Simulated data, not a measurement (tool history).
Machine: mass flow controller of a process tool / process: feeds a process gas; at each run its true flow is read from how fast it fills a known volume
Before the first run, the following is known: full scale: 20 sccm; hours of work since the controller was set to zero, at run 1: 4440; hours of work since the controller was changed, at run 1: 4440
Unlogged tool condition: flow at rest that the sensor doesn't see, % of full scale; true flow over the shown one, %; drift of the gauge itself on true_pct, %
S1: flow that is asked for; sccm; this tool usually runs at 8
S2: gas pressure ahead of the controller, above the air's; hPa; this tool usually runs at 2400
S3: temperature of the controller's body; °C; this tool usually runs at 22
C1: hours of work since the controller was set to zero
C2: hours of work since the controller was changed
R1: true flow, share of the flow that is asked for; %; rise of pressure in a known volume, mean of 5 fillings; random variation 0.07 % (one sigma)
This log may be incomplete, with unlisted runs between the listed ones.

run,hour,S1,S2,S3,C1,C2,R1
1,0,8,2400,22,4440,4440,99.43
2,122.1,8,2400,22,4524,4524,99.5
3,271.6,8,2400,22,4626,4626,99.57
4,435.3,8,2400,22,4738,4738,99.46
5,570,8,2400,22,4830,4830,99.7
# hour 636.6: controller's zero set anew
6,657.9,8,2400,22,15,4890,100.91
7,846.4,8,2400,29,144,5019,101.65
# hour 994.5: controller's zero set anew, once more
8,997.5,8,2130,22,2,5123,97.71
9,1169.6,8,2130,22,120,5240,97.68
10,1348.7,4,1520,26,243,5363,98.27
11,1485.4,4,1520,26,336,5457,98.37
12,1670.9,4,1520,26,463,5584,98.34
13,1854.8,10,1420,32,589,5710,99.17
14,1949.8,10,2370,32,654,5775,98.77

Expected results for the next run?
15,2061.5,4,1840,21,731,5851,?

R1: 97.98 %
If the tool had no hidden condition, the same run with the same run-to-run variation would have returned R1 98.74 %.
